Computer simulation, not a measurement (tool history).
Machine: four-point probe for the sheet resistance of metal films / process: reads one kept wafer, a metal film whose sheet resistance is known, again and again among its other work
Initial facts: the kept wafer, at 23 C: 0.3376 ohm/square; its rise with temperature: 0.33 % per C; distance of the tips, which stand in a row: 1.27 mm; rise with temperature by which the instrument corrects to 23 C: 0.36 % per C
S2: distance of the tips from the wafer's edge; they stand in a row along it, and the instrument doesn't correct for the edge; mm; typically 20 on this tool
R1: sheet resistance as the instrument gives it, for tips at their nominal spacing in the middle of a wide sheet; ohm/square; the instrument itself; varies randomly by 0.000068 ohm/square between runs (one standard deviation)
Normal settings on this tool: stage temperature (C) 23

run 1 hour=0.0 | stage_temperature_(C)=23 S2=20 | R1=0.340246
run 2 hour=63.7 | stage_temperature_(C)=23 S2=20 | R1=0.340308
run 3 hour=151.1 | stage_temperature_(C)=23 S2=20 | R1=0.340433
run 4 hour=252.1 | stage_temperature_(C)=33 S2=20 | R1=0.339556
run 5 hour=352.5 | stage_temperature_(C)=33 S2=20 | R1=0.339623
run 6 hour=432.0 | stage_temperature_(C)=33 S2=20 | R1=0.339693
run 7 hour=489.8 | stage_temperature_(C)=23 S2=20 | R1=0.340571
run 8 hour=570.3 | stage_temperature_(C)=23 S2=15 | R1=0.341420
run 9 hour=638.5 | stage_temperature_(C)=23 S2=20 | R1=0.340869
run 10 hour=698.9 | stage_temperature_(C)=23 S2=20 | R1=0.340974
run 11 hour=808.4 | stage_temperature_(C)=23 S2=20 | R1=0.341080
run 12 hour=893.4 | stage_temperature_(C)=23 S2=20 | R1=0.341166
run 13 hour=939.6 | stage_temperature_(C)=23 S2=58 | R1=0.340736
run 14 hour=1001.7 | stage_temperature_(C)=23 S2=58 | R1=0.340702
run 15 hour=1055.0 | stage_temperature_(C)=23 S2=58 | R1=0.340724
run 16 hour=1142.6 | stage_temperature_(C)=23 S2=58 | R1=0.340671
-- hour=1148.5 stage's thermometer calibrated
run 17 hour=1230.4 | stage_temperature_(C)=23 S2=58 | R1=0.340681
run 18 hour=1292.8 | stage_temperature_(C)=23 S2=20 | R1=0.341561
run 19 hour=1361.1 | stage_temperature_(C)=23 S2=20 | R1=0.341513
run 20 hour=1451.6 | stage_temperature_(C)=23 S2=20 | R1=0.341489
run 21 hour=1505.1 | stage_temperature_(C)=23 S2=20 | R1=0.341638
-- hour=1559.5 stage's thermometer calibrated, once more
run 22 hour=1594.7 | stage_temperature_(C)=22 S2=20 | R1=0.342440
run 23 hour=1666.0 | stage_temperature_(C)=29 S2=6 | R1=0.349066
run 24 hour=1776.8 | stage_temperature_(C)=29 S2=6 | R1=0.349102
run 25 hour=1836.6 | stage_temperature_(C)=34 S2=20 | R1=0.341537
-- hour=1863.5 new probe head fitted
run 26 hour=1916.8 | stage_temperature_(C)=34 S2=20 | R1=0.336164
run 27 hour=1986.4 | stage_temperature_(C)=34 S2=20 | R1=0.336066
run 28 hour=2038.0 | stage_temperature_(C)=32 S2=17 | R1=0.336692
run 29 hour=2108.0 | stage_temperature_(C)=32 S2=17 | R1=0.336879
run 30 hour=2172.7 | stage_temperature_(C)=19 S2=28 | R1=0.337482
run 31 hour=2267.5 | stage_temperature_(C)=18 S2=10 | R1=0.340221
run 32 hour=2375.8 | stage_temperature_(C)=33 S2=9 | R1=0.339643
run 33 hour=2431.9 | stage_temperature_(C)=31 S2=6 | R1=0.344183
run 34 hour=2528.7 | stage_temperature_(C)=31 S2=6 | R1=0.344201
run 35 hour=2597.7 | stage_temperature_(C)=25 S2=11 | R1=0.339307
run 36 hour=2656.4 | stage_temperature_(C)=18 S2=6 | R1=0.345604

Run 37, settings as shown, results not yet in. Your forecast:
run 37 hour=2710.6 | stage_temperature_(C)=18 S2=6 | R1=?

Run 37 gave R1 0.345752 ohm/square.
Minus the tool's unlogged condition, the same run would have read R1 0.346119 ohm/square.
